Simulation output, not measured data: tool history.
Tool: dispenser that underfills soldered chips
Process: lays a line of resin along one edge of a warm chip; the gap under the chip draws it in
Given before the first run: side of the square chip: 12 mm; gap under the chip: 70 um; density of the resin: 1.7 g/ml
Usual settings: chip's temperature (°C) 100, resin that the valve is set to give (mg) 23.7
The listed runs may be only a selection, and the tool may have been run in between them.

run    day  chip's temperature (°C)  resin that the valve is set to give (mg)  time until the resin shows at the far edge (s)  resin that the valve gave (mg)
  1  0.000                      100                                      23.7                                            69.5                           23.47
     0.100  -- new syringe of resin
  2  0.429                      100                                      23.7                                            56.4                           23.27
     0.658  -- new syringe of resin
  3  0.829                      100                                      23.7                                            45.3                           23.31
     1.229  -- new syringe of resin
  4  1.258                      100                                      23.7                                            36.9                           23.04
  5  1.446                      100                                      23.7                                            48.7                           23.00
     1.804  -- new syringe of resin
  6  1.825                      100                                      23.7                                            36.4                           23.10
  7  2.033                      100                                      23.4                                            48.9                           22.72
  8  2.312                      100                                      23.7                                            73.3                           22.89
     2.383  -- new syringe of resin
     2.467  -- dispensing valve cleaned and set on the balance
  9  2.604                      110                                      23.7                                            32.6                           23.89
     2.979  -- new syringe of resin
 10  2.979                      100                                      23.7                                            35.5                           23.66
 11  3.258                      100                                      22.6                                            53.4                           22.49
     3.558  -- new syringe of resin
 12  3.596                      100                                      23.1                                            37.1                           22.84
 13  3.917                      100                                      23.1                                            58.0                           22.79
     4.133  -- new syringe of resin
 14  4.146                      100                                      23.8                                            34.9                           23.52
 15  4.446                      100                                      23.8                                            55.3                           23.72
     4.704  -- new syringe of resin
 16  4.883                      101                                      30.5                                            41.2                           29.96
     5.262  -- new syringe of resin
 17  5.304                       99                                      21.1                                            39.7                           20.70
 18  5.546                      114                                      21.8                                            33.0                           21.34
     5.833  -- new syringe of resin
 19  5.933                       88                                      23.7                                            61.4                           23.07
 20  6.346                       88                                      23.7                                           112.6                           23.26
     6.388  -- new syringe of resin
 21  6.629                      113                                      30.3                                            30.5                           29.55
     6.942  -- new syringe of resin
 22  6.942                      105                                      25.3                                            28.7                           24.50
 23  7.375                      105                                      25.3                                            55.2                           24.60
     7.525  -- new syringe of resin
     7.608  -- dispensing valve cleaned and set on the balance
 24  7.683                      100                                      25.3                                            39.7                           25.08
 25  7.992                      109                                      23.7                                            46.4                           23.59
     8.142  -- new syringe of resin
 26  8.321                      100                                      28.9                                            43.7                           28.59
 27  8.596                       86                                      28.9                                           109.2                           28.57
     8.721  -- new syringe of resin
 28  9.046                       99                                      30.6                                            54.7                           30.15

Each row is a separate what-if for the run after 28, all from the same tool condition, not one after another. Results?
     9.300  -- new syringe of resin
  A  9.479                      110                                      24.8                                               ?                               ?
     9.300  -- new syringe of resin
  B  9.479                      107                                      27.3                                               ?                               ?
     9.300  -- new syringe of resin
  C  9.479                      103                                      28.8                                               ?                               ?
     9.300  -- new syringe of resin
  D  9.479                       98                                      23.7                                               ?                               ?

run  time until the resin shows at the far edge (s)  resin that the valve gave (mg)
  A                                            31.2                           24.53
  B                                            32.9                           26.81
  C                                            38.5                           28.46
  D                                            46.2                           23.45
With the hidden condition removed and each run's random variation left untouched, the same runs would have given:
run  time until the resin shows at the far edge (s)  resin that the valve gave (mg)
  A                                            26.8                           24.93
  B                                            28.3                           27.25
  C                                            33.1                           28.92
  D                                            39.8                           23.83
